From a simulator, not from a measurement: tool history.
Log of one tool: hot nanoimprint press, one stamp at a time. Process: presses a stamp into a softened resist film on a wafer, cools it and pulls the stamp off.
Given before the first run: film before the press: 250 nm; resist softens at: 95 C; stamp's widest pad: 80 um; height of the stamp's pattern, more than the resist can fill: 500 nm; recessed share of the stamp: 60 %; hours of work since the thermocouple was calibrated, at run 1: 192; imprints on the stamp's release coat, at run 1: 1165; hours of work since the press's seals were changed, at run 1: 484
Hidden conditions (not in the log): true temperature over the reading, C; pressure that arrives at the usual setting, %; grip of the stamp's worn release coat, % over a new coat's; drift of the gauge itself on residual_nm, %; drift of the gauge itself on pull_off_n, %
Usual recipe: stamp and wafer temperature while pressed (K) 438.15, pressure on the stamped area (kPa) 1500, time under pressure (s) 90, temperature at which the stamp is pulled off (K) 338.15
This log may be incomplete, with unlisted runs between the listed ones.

run   hour  stamp and wafer temperature while pressed (K)  pressure on the stamped area (kPa)  time under pressure (s)  temperature at which the stamp is pulled off (K)  hours of work since the thermocouple was calibrated  imprints on the stamp's release coat  hours of work since the press's seals were changed  resist left under the stamp's widest pad (angstrom)  greatest force while the stamp is pulled off (N)
  1      0                                         438.15                                1500                       90                                            338.15                                                  192                                  1165                                                 484                                                  980                                               269
  2   25.6                                         438.15                                1500                       90                                            338.15                                                  204                                  1210                                                 496                                                  975                                               270
  3   65.1                                         438.15                                1500                       90                                            338.15                                                  223                                  1282                                                 515                                                  980                                               267
  4   86.3                                         445.15                                1500                       90                                            338.15                                                  234                                  1320                                                 526                                                  756                                               280
  5  104.6                                         438.15                                1500                       90                                            338.15                                                  243                                  1353                                                 534                                                  982                                               285
  6  139.1                                         438.15                                1500                       90                                            333.15                                                  259                                  1415                                                 551                                                  971                                               306
  7  158.2                                         438.15                                1500                       90                                            333.15                                                  268                                  1449                                                 560                                                  984                                               316
  8  178.7                                         438.15                                1500                       90                                            333.15                                                  278                                  1486                                                 570                                                  986                                               308
  9  209.9                                         438.15                                1500                       90                                            333.15                                                  293                                  1542                                                 585                                                  999                                               322
 10  228.3                                         438.15                                1500                       90                                            325.15                                                  302                                  1575                                                 594                                                 1005                                               338
 11  251.3                                         438.15                                1500                       90                                            325.15                                                  313                                  1616                                                 605                                                 1005                                               338
 12  278.5                                         438.15                                1310                       90                                            338.15                                                  327                                  1665                                                 619                                                 1059                                               300
 13  310.1                                         438.15                                1500                       90                                            338.15                                                  342                                  1722                                                 634                                                 1006                                               305
 14  349.1                                         438.15                                1500                       90                                            338.15                                                  361                                  1792                                                 653                                                  994                                               314
 15  389.2                                         438.15                                1500                       90                                            338.15                                                  380                                  1864                                                 672                                                  993                                               317
     423.5  -- stamp cleaned and given a new release coat
 16  429.4                                         438.15                                1500                       90                                            338.15                                                  397                                    11                                                 689                                                  995                                               199
 17  451.7                                         426.15                                1500                       77                                            338.15                                                  407                                    51                                                 699                                                 1648                                               205
 18  473.8                                         426.15                                1500                       77                                            338.15                                                  418                                    91                                                 710                                                 1669                                               204
 19  513.6                                         440.15                                1500                       77                                            338.15                                                  437                                   162                                                 729                                                  988                                               199
 20  553.1                                         438.15                                1500                       90                                            336.15                                                  456                                   233                                                 748                                                 1023                                               222
 21  585.2                                         438.15                                1500                       72                                            338.15                                                  472                                   291                                                 764                                                 1109                                               223
 22  616.7                                         429.15                                1500                       91                                            330.15                                                  487                                   347                                                 779                                                 1437                                               239
 23  646.4                                         429.15                                1010                       73                                            332.15                                                  502                                   401                                                 793                                                 1750                                               237
 24  676.2                                         438.15                                1040                       74                                            338.15                                                  516                                   454                                                 808                                                 1296                                               229
 25  706.5                                         441.15                                2340                       74                                            338.15                                                  531                                   509                                                 823                                                  795                                               227

5 ways to go on from here, each from the tool as it stands after run 25. What would each give?
  A  738.2                                         438.15                                1110                      140                                            338.15                                                  546                                   566                                                 838                                                    ?                                                 ?
  B  738.2                                         438.15                                1500                      138                                            324.15                                                  546                                   566                                                 838                                                    ?                                                 ?
  C  738.2                                         438.15                                1720                       90                                            338.15                                                  546                                   566                                                 838                                                    ?                                                 ?
  D  738.2                                         441.15                                1520                      101                                            338.15                                                  546                                   566                                                 838                                                    ?                                                 ?
  E  738.2                                         438.15                                1500                       90                                            326.15                                                  546                                   566                                                 838                                                    ?                                                 ?

run  resist left under the stamp's widest pad (angstrom)  greatest force while the stamp is pulled off (N)
  A                                                  978                                               240
  B                                                  856                                               275
  C                                                  967                                               235
  D                                                  870                                               233
  E                                                 1020                                               265
The same runs, with their run-to-run variation unchanged, on a tool lacking any hidden condition would have given:
run  resist left under the stamp's widest pad (angstrom)  greatest force while the stamp is pulled off (N)
  A                                                  892                                               202
  B                                                  772                                               232
  C                                                  872                                               197
  D                                                  788                                               196
  E                                                  924                                               224

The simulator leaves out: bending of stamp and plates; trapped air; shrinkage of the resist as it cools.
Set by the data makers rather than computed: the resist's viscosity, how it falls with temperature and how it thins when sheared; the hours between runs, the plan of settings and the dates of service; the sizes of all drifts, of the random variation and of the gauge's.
